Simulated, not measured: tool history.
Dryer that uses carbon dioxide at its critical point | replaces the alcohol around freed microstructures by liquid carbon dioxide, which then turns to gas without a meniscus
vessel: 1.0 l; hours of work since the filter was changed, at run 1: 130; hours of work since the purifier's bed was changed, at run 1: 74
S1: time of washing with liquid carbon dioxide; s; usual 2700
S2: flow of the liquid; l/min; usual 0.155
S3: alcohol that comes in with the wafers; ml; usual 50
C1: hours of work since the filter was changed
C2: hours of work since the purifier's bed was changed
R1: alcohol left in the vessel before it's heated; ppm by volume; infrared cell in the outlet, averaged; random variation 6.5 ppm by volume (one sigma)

run 1 hour=0.0 | S1=2700 S2=0.155 S3=50 | C1=130 C2=74 | R1=392
run 2 hour=5.4 | S1=2700 S2=0.155 S3=42 | C1=132 C2=76 | R1=339
run 3 hour=13.5 | S1=2700 S2=0.155 S3=42 | C1=135 C2=79 | R1=340
run 4 hour=23.2 | S1=2640 S2=0.155 S3=50 | C1=138 C2=83 | R1=447
run 5 hour=29.7 | S1=2700 S2=0.155 S3=50 | C1=141 C2=85 | R1=415
run 6 hour=34.2 | S1=2700 S2=0.155 S3=50 | C1=142 C2=87 | R1=414
run 7 hour=38.4 | S1=2700 S2=0.155 S3=34 | C1=144 C2=88 | R1=275
run 8 hour=45.6 | S1=2700 S2=0.155 S3=50 | C1=146 C2=91 | R1=418
run 9 hour=53.7 | S1=2700 S2=0.155 S3=50 | C1=149 C2=94 | R1=414
run 10 hour=61.4 | S1=2700 S2=0.155 S3=50 | C1=152 C2=97 | R1=425
run 11 hour=68.2 | S1=2700 S2=0.155 S3=50 | C1=155 C2=99 | R1=414
run 12 hour=76.0 | S1=2700 S2=0.155 S3=50 | C1=157 C2=102 | R1=414
run 13 hour=80.7 | S1=2700 S2=0.155 S3=50 | C1=159 C2=104 | R1=422
run 14 hour=86.5 | S1=2700 S2=0.155 S3=50 | C1=161 C2=106 | R1=431
run 15 hour=91.6 | S1=2700 S2=0.155 S3=50 | C1=163 C2=108 | R1=429
run 16 hour=101.2 | S1=2400 S2=0.155 S3=50 | C1=167 C2=111 | R1=716
run 17 hour=108.9 | S1=2400 S2=0.155 S3=50 | C1=169 C2=114 | R1=721
run 18 hour=118.4 | S1=2400 S2=0.155 S3=50 | C1=173 C2=117 | R1=744
run 19 hour=128.2 | S1=2700 S2=0.155 S3=50 | C1=176 C2=121 | R1=441
run 20 hour=138.5 | S1=2700 S2=0.155 S3=50 | C1=180 C2=125 | R1=450
run 21 hour=148.0 | S1=2700 S2=0.155 S3=50 | C1=184 C2=128 | R1=460
run 22 hour=153.3 | S1=2700 S2=0.155 S3=34 | C1=186 C2=130 | R1=315
run 23 hour=160.4 | S1=2700 S2=0.155 S3=34 | C1=188 C2=133 | R1=331
run 24 hour=170.1 | S1=2700 S2=0.155 S3=34 | C1=192 C2=136 | R1=336
-- hour=173.2 inlet filter changed
run 25 hour=179.7 | S1=2700 S2=0.175 S3=55 | C1=2 C2=139 | R1=203
run 26 hour=189.7 | S1=2700 S2=0.110 S3=50 | C1=6 C2=143 | R1=1337
run 27 hour=196.1 | S1=2700 S2=0.110 S3=50 | C1=8 C2=145 | R1=1356
run 28 hour=205.6 | S1=2700 S2=0.110 S3=50 | C1=12 C2=149 | R1=1333
run 29 hour=212.6 | S1=2700 S2=0.104 S3=68 | C1=14 C2=151 | R1=2208
run 30 hour=220.1 | S1=2700 S2=0.104 S3=68 | C1=17 C2=154 | R1=2262
run 31 hour=227.3 | S1=2700 S2=0.124 S3=20 | C1=20 C2=157 | R1=375
run 32 hour=231.9 | S1=3420 S2=0.133 S3=21 | C1=21 C2=158 | R1=126
run 33 hour=237.3 | S1=1800 S2=0.160 S3=87 | C1=23 C2=160 | R1=2587
run 34 hour=244.0 | S1=1800 S2=0.160 S3=87 | C1=26 C2=163 | R1=2545
run 35 hour=249.2 | S1=1980 S2=0.160 S3=87 | C1=28 C2=165 | R1=1847
run 36 hour=254.7 | S1=2100 S2=0.243 S3=37 | C1=30 C2=167 | R1=113
run 37 hour=259.7 | S1=3900 S2=0.168 S3=85 | C1=31 C2=168 | R1=66
run 38 hour=265.4 | S1=3960 S2=0.167 S3=40 | C1=34 C2=170 | R1=65
run 39 hour=275.3 | S1=3540 S2=0.167 S3=40 | C1=37 C2=174 | R1=75
run 40 hour=280.5 | S1=3720 S2=0.167 S3=40 | C1=39 C2=176 | R1=72
run 41 hour=287.2 | S1=2700 S2=0.155 S3=64 | C1=41 C2=178 | R1=440
run 42 hour=296.8 | S1=1680 S2=0.177 S3=26 | C1=45 C2=182 | R1=744
run 43 hour=302.0 | S1=1680 S2=0.177 S3=26 | C1=47 C2=184 | R1=736
run 44 hour=310.6 | S1=1920 S2=0.225 S3=26 | C1=50 C2=187 | R1=194
run 45 hour=317.8 | S1=1920 S2=0.225 S3=26 | C1=53 C2=189 | R1=199
run 46 hour=323.0 | S1=4020 S2=0.106 S3=67 | C1=54 C2=191 | R1=441

The next listed run, before its measurement:
run 47 hour=331.5 | S1=4020 S2=0.118 S3=67 | C1=58 C2=194 | R1=?

{"run 47": {"R1": 288}}
Without the tool's hidden state the same run would have given R1 200 ppm by volume.
